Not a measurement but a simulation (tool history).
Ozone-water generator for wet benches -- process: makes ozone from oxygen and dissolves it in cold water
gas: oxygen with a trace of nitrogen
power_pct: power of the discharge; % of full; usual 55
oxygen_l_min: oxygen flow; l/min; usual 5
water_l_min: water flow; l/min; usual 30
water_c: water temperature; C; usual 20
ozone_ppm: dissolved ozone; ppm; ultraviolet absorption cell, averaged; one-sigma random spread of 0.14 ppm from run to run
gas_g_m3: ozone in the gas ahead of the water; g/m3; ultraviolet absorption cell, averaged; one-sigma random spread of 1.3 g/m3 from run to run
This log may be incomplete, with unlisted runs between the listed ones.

run,day,power_pct,oxygen_l_min,water_l_min,water_c,ozone_ppm,gas_g_m3
1,0,55,5,30,20,16.6,233.3
# day 0.762: contactor cleaned
2,2.562,55,5,30,20,16.3,233.7
3,4.171,55,5,30,20,15.9,233.5
4,6.483,55,6.02,30,20,16,205.3
5,9.729,55,6.02,30,26,14.7,207
6,13.362,55,6.02,30,26,14.7,205.2
7,15.7,55,6.02,30,26,14.6,205.7
# day 17.517: contactor cleaned, once more
8,18.317,60,5,30,20,18.5,246.4
9,20.483,55,5,30,20,17.2,233.2
10,23.196,55,5,30,20,17.4,232.4
11,26.204,55,5,30,20,17.4,231.6
12,27.929,55,5,30,20,17.2,231.3
13,31.612,55,5,30,20,17.4,231.2
14,33.812,55,5.58,30,20,17,212
15,36.329,55,5,30,20,17.3,229.7
16,38.554,55,5,30,17,17.8,229.1
17,40.871,52,5,30,17,17.1,221.4
18,42.654,52,5,30,17,16.9,224.4
19,44.95,52,5,30,17,17.1,221
20,48.692,52,5.73,34,17,14.8,201.9
21,50.671,52,4.6,22,17,22.4,234.5
22,53.375,52,4.6,22,17,22.4,235.9
23,57.121,52,7.32,22,17,21.3,172.3
24,60.25,55,5,19,20,25.5,229.7
25,62.646,55,4.7,32,20,16.2,242
26,64.267,55,4.7,32,20,16,241.9
27,67.029,42,5,31,20,13.6,191.9
28,69.621,42,3.68,20,20,20.9,236.7
29,71.404,54,3.26,47,17,10.2,308.2
30,73.908,49,5,30,22,15.4,212
31,77.362,49,5,30,22,15.4,211.3
32,80.092,49,5,30,22,15.1,210.6
33,82.921,55,5,42,12,12.7,228.6

Consider 4 possible next runs. They are alternatives, not a sequence: every one starts from the tool as it was left by run 33. What does each give?
A,85.617,55,5,39,12,?,?
B,85.617,55,2.9,48,20,?,?
C,85.617,61,7.13,42,13,?,?
D,85.617,41,5,39,12,?,?

run,ozone_ppm,gas_g_m3
A,13.9,230.2
B,9.5,335.8
C,13.7,190.5
D,11.1,187.5
The same runs, with their run-to-run variation unchanged, on a tool lacking any hidden condition would have given:
run,ozone_ppm,gas_g_m3
A,14.5,235.6
B,9.9,343.8
C,14.3,195.5
D,11.5,190.8

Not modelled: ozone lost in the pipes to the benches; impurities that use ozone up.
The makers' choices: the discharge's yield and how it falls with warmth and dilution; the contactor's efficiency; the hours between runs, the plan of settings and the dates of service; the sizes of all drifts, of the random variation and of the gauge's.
